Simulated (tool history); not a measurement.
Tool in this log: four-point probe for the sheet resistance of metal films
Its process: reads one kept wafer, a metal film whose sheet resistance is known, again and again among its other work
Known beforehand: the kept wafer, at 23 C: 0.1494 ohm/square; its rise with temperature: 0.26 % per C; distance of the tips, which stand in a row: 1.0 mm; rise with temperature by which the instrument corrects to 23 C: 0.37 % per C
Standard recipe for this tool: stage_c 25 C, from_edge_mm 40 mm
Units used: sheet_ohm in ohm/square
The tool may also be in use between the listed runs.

{"run": 1, "hour": 0.0, "stage_c": 25, "from_edge_mm": 40, "sheet_ohm": 0.148861}
{"run": 2, "hour": 52.2, "stage_c": 25, "from_edge_mm": 40, "sheet_ohm": 0.148859}
{"run": 3, "hour": 79.9, "stage_c": 25, "from_edge_mm": 25, "sheet_ohm": 0.148922}
{"run": 4, "hour": 144.6, "stage_c": 25, "from_edge_mm": 20, "sheet_ohm": 0.148985}
{"run": 5, "hour": 182.8, "stage_c": 25, "from_edge_mm": 20, "sheet_ohm": 0.148943}
{"run": 6, "hour": 231.1, "stage_c": 25, "from_edge_mm": 20, "sheet_ohm": 0.148882}
{"run": 7, "hour": 287.6, "stage_c": 24, "from_edge_mm": 40, "sheet_ohm": 0.148926}
{"run": 8, "hour": 333.1, "stage_c": 25, "from_edge_mm": 40, "sheet_ohm": 0.148709}
{"run": 9, "hour": 361.4, "stage_c": 25, "from_edge_mm": 40, "sheet_ohm": 0.14863}
{"run": 10, "hour": 409.5, "stage_c": 25, "from_edge_mm": 40, "sheet_ohm": 0.148676}
{"run": 11, "hour": 439.3, "stage_c": 25, "from_edge_mm": 40, "sheet_ohm": 0.148671}
{"run": 12, "hour": 479.1, "stage_c": 25, "from_edge_mm": 40, "sheet_ohm": 0.148667}
{"run": 13, "hour": 524.3, "stage_c": 25, "from_edge_mm": 40, "sheet_ohm": 0.148611}
{"run": 14, "hour": 578.0, "stage_c": 25, "from_edge_mm": 40, "sheet_ohm": 0.148594}
{"run": 15, "hour": 618.4, "stage_c": 21, "from_edge_mm": 40, "sheet_ohm": 0.149194}
{"run": 16, "hour": 683.0, "stage_c": 21, "from_edge_mm": 40, "sheet_ohm": 0.149183}
{"run": 17, "hour": 734.7, "stage_c": 21, "from_edge_mm": 7, "sheet_ohm": 0.150713}
{"run": 18, "hour": 771.8, "stage_c": 24, "from_edge_mm": 17, "sheet_ohm": 0.1489}
{"run": 19, "hour": 828.1, "stage_c": 23, "from_edge_mm": 56, "sheet_ohm": 0.148774}
{"run": 20, "hour": 863.9, "stage_c": 21, "from_edge_mm": 6, "sheet_ohm": 0.151235}
{"run": 21, "hour": 917.6, "stage_c": 30, "from_edge_mm": 6, "sheet_ohm": 0.149789}
{"run": 22, "hour": 979.2, "stage_c": 30, "from_edge_mm": 6, "sheet_ohm": 0.149747}
{"run": 23, "hour": 1013.5, "stage_c": 22, "from_edge_mm": 40, "sheet_ohm": 0.148836}
{"run": 24, "hour": 1064.8, "stage_c": 23, "from_edge_mm": 40, "sheet_ohm": 0.148567}
{"run": 25, "hour": 1093.5, "stage_c": 30, "from_edge_mm": 29, "sheet_ohm": 0.147564}
{"run": 26, "hour": 1124.2, "stage_c": 25, "from_edge_mm": 27, "sheet_ohm": 0.148342}
{"run": 27, "hour": 1182.8, "stage_c": 22, "from_edge_mm": 55, "sheet_ohm": 0.148751}
{"run": 28, "hour": 1233.3, "stage_c": 26, "from_edge_mm": 25, "sheet_ohm": 0.148058}
{"run": 29, "hour": 1274.3, "stage_c": 28, "from_edge_mm": 5, "sheet_ohm": 0.15077}

Branching from run 29: 4 alternative next runs. What would each branch give?
{"run": "A", "hour": 1313.7, "stage_c": 22, "from_edge_mm": 59, "sheet_ohm": "?"}
{"run": "B", "hour": 1313.7, "stage_c": 24, "from_edge_mm": 38, "sheet_ohm": "?"}
{"run": "C", "hour": 1313.7, "stage_c": 20, "from_edge_mm": 15, "sheet_ohm": "?"}
{"run": "D", "hour": 1313.7, "stage_c": 25, "from_edge_mm": 15, "sheet_ohm": "?"}

run=A sheet_ohm=0.148670
run=B sheet_ohm=0.148348
run=C sheet_ohm=0.149226
run=D sheet_ohm=0.148514
With no hidden state in the tool, these same runs would have given:
run=A sheet_ohm=0.149613
run=B sheet_ohm=0.149289
run=C sheet_ohm=0.150174
run=D sheet_ohm=0.149455

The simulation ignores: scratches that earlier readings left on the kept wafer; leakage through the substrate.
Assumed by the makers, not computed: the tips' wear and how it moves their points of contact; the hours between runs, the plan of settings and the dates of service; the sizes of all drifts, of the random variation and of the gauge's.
